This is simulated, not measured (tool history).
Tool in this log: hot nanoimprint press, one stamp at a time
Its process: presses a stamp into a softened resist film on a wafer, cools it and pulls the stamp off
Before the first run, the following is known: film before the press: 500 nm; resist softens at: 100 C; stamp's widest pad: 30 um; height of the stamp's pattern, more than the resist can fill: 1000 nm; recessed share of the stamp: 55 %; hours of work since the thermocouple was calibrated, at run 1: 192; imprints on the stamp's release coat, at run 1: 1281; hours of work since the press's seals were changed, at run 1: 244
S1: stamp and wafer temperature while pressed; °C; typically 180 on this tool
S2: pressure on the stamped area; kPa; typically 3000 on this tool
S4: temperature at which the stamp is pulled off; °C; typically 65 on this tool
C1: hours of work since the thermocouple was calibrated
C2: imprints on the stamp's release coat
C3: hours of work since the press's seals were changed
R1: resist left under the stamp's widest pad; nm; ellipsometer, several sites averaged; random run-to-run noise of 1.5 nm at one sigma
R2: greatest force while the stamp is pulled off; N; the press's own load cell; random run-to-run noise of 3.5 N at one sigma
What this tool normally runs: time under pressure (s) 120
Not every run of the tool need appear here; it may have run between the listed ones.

{"run": 1, "hour": 0.0, "S1": 180, "S2": 3000, "time under pressure (s)": 120, "S4": 65, "C1": 192, "C2": 1281, "C3": 244, "R1": 229.6, "R2": 180}
{"run": 2, "hour": 9.3, "S1": 180, "S2": 3000, "time under pressure (s)": 120, "S4": 65, "C1": 199, "C2": 1311, "C3": 251, "R1": 227.8, "R2": 166}
{"run": 3, "hour": 27.8, "S1": 180, "S2": 3000, "time under pressure (s)": 120, "S4": 65, "C1": 214, "C2": 1370, "C3": 266, "R1": 229.0, "R2": 175}
{"run": 4, "hour": 38.8, "S1": 180, "S2": 3000, "time under pressure (s)": 120, "S4": 65, "C1": 222, "C2": 1404, "C3": 274, "R1": 228.2, "R2": 173}
{"run": 5, "hour": 51.5, "S1": 180, "S2": 3000, "time under pressure (s)": 120, "S4": 65, "C1": 232, "C2": 1445, "C3": 284, "R1": 228.1, "R2": 165}
{"run": 6, "hour": 73.1, "S1": 180, "S2": 3000, "time under pressure (s)": 120, "S4": 65, "C1": 249, "C2": 1514, "C3": 301, "R1": 227.4, "R2": 173}
{"run": 7, "hour": 90.0, "S1": 180, "S2": 3000, "time under pressure (s)": 120, "S4": 65, "C1": 262, "C2": 1568, "C3": 314, "R1": 227.7, "R2": 170}
{"hour": 101.4, "done": "plate thermocouple calibrated"}
{"run": 8, "hour": 106.7, "S1": 180, "S2": 3000, "time under pressure (s)": 120, "S4": 65, "C1": 4, "C2": 1611, "C3": 325, "R1": 224.6, "R2": 176}
{"run": 9, "hour": 118.7, "S1": 180, "S2": 3000, "time under pressure (s)": 120, "S4": 65, "C1": 14, "C2": 1650, "C3": 334, "R1": 226.1, "R2": 173}
{"run": 10, "hour": 138.2, "S1": 180, "S2": 3000, "time under pressure (s)": 120, "S4": 65, "C1": 29, "C2": 1712, "C3": 350, "R1": 228.7, "R2": 175}
{"hour": 160.5, "done": "stamp cleaned and given a new release coat"}
{"run": 11, "hour": 166.4, "S1": 180, "S2": 3000, "time under pressure (s)": 120, "S4": 65, "C1": 46, "C2": 18, "C3": 367, "R1": 228.0, "R2": 168}
{"run": 12, "hour": 179.0, "S1": 177, "S2": 3000, "time under pressure (s)": 120, "S4": 51, "C1": 56, "C2": 59, "C3": 377, "R1": 259.5, "R2": 211}
{"run": 13, "hour": 189.6, "S1": 189, "S2": 3030, "time under pressure (s)": 138, "S4": 66, "C1": 64, "C2": 92, "C3": 385, "R1": 144.0, "R2": 163}
{"run": 14, "hour": 209.1, "S1": 189, "S2": 3030, "time under pressure (s)": 166, "S4": 51, "C1": 80, "C2": 154, "C3": 401, "R1": 131.7, "R2": 217}
{"run": 15, "hour": 228.2, "S1": 189, "S2": 3030, "time under pressure (s)": 166, "S4": 51, "C1": 95, "C2": 215, "C3": 416, "R1": 133.4, "R2": 215}
{"run": 16, "hour": 243.1, "S1": 189, "S2": 3030, "time under pressure (s)": 166, "S4": 51, "C1": 106, "C2": 263, "C3": 427, "R1": 131.5, "R2": 211}
{"run": 17, "hour": 256.1, "S1": 189, "S2": 3030, "time under pressure (s)": 166, "S4": 51, "C1": 117, "C2": 304, "C3": 437, "R1": 132.4, "R2": 212}
{"run": 18, "hour": 279.1, "S1": 189, "S2": 3030, "time under pressure (s)": 97, "S4": 51, "C1": 135, "C2": 377, "C3": 455, "R1": 168.6, "R2": 211}
{"run": 19, "hour": 293.5, "S1": 181, "S2": 4240, "time under pressure (s)": 97, "S4": 51, "C1": 146, "C2": 423, "C3": 467, "R1": 207.6, "R2": 210}
{"run": 20, "hour": 314.5, "S1": 179, "S2": 2970, "time under pressure (s)": 120, "S4": 65, "C1": 162, "C2": 490, "C3": 483, "R1": 239.0, "R2": 165}

4 ways to go on from here, each from the tool as it stands after run 20. What would each give?
{"run": "A", "hour": 333.8, "S1": 190, "S2": 4040, "time under pressure (s)": 120, "S4": 69, "C1": 178, "C2": 551, "C3": 498, "R1": "?", "R2": "?"}
{"run": "B", "hour": 333.8, "S1": 184, "S2": 2380, "time under pressure (s)": 120, "S4": 65, "C1": 178, "C2": 551, "C3": 498, "R1": "?", "R2": "?"}
{"run": "C", "hour": 333.8, "S1": 170, "S2": 1840, "time under pressure (s)": 120, "S4": 65, "C1": 178, "C2": 551, "C3": 498, "R1": "?", "R2": "?"}
{"run": "D", "hour": 333.8, "S1": 180, "S2": 2380, "time under pressure (s)": 122, "S4": 63, "C1": 178, "C2": 551, "C3": 498, "R1": "?", "R2": "?"}

run=A R1=127.8 R2=158
run=B R1=211.0 R2=173
run=C R1=378.5 R2=168
run=D R1=246.7 R2=178
Without the tool's unlogged condition, the same runs would have read:
run=A R1=127.6 R2=157
run=B R1=210.8 R2=172
run=C R1=378.2 R2=167
run=D R1=246.5 R2=177
